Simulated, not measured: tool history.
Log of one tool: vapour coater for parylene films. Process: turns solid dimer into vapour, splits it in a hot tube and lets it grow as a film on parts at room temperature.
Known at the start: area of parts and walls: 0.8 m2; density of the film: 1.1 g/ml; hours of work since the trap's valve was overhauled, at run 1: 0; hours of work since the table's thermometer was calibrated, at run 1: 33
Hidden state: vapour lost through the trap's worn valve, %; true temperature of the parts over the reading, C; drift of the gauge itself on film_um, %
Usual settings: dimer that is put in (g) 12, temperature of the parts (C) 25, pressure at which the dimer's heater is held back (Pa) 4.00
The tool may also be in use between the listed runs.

run,hour,dimer that is put in (g),temperature of the parts (C),pressure at which the dimer's heater is held back (Pa),hours of work since the trap's valve was overhauled,hours of work since the table's thermometer was calibrated,thickness of the film (um)
1,0.0,12,25,4.00,0,33,9.49
2,35.3,12,32,4.00,21,54,7.67
3,77.8,12,32,4.00,46,80,7.69
4,122.6,17,25,4.00,73,106,13.20
5,155.5,12,25,4.00,92,126,9.20
6,236.2,12,25,4.00,140,173,9.28
7,315.7,12,25,4.00,187,221,9.09
8,371.1,12,25,4.00,220,253,9.18
9,408.9,12,25,7.26,242,276,8.03
10,446.1,12,25,7.26,264,298,7.87
11,487.9,12,25,6.74,289,323,7.98
12,546.4,12,24,4.00,324,357,9.10
13,589.7,12,24,4.00,349,383,9.06
14,660.2,12,24,4.00,391,425,9.05
15,714.7,12,24,4.00,423,457,8.93
# hour 740.9: trap's valve overhauled
16,791.2,12,25,4.00,30,500,9.48
17,852.6,12,25,4.00,66,536,9.53
18,916.2,12,25,4.00,104,574,9.45
19,974.7,12,25,4.00,139,609,9.30
20,1029.0,8,25,10.46,171,641,4.98
21,1079.4,8,25,10.46,201,671,4.92
22,1158.6,21,28,8.10,248,718,12.37
23,1209.7,11,29,5.05,278,748,7.05
24,1244.4,12,27,2.42,298,768,9.56
25,1307.1,12,27,2.42,336,806,9.38
26,1385.5,6,29,4.00,382,852,4.04
# hour 1431.4: table's thermometer calibrated
27,1446.4,6,29,4.00,417,9,3.90
# hour 1479.0: trap's valve overhauled
28,1527.3,16,29,2.86,29,54,12.09
29,1593.5,16,29,2.86,68,94,12.01
30,1649.1,14,21,4.00,101,127,11.96
31,1728.0,14,21,4.00,148,173,12.22
32,1803.5,14,21,4.00,192,218,11.97
33,1865.6,12,25,8.43,229,255,7.56
34,1946.0,12,25,8.43,277,303,7.74
35,2004.8,16,28,2.70,312,337,12.15
36,2056.5,16,28,2.70,342,368,12.08
37,2094.5,12,25,7.38,365,391,7.73

The same runs without the tool's hidden state, with the same run-to-run variation:
run,thickness of the film (um)
1,9.51
2,7.71
3,7.77
4,13.40
5,9.39
6,9.54
7,9.42
8,9.58
9,8.42
10,8.28
11,8.43
12,9.68
13,9.69
14,9.76
15,9.69
16,9.47
17,9.57
18,9.55
19,9.47
20,5.10
21,5.07
22,12.87
23,7.38
24,10.04
25,9.91
26,4.30
27,4.24
28,12.16
29,12.16
30,12.18
31,12.54
32,12.39
33,7.88
34,8.13
35,12.84
36,12.86
37,8.26

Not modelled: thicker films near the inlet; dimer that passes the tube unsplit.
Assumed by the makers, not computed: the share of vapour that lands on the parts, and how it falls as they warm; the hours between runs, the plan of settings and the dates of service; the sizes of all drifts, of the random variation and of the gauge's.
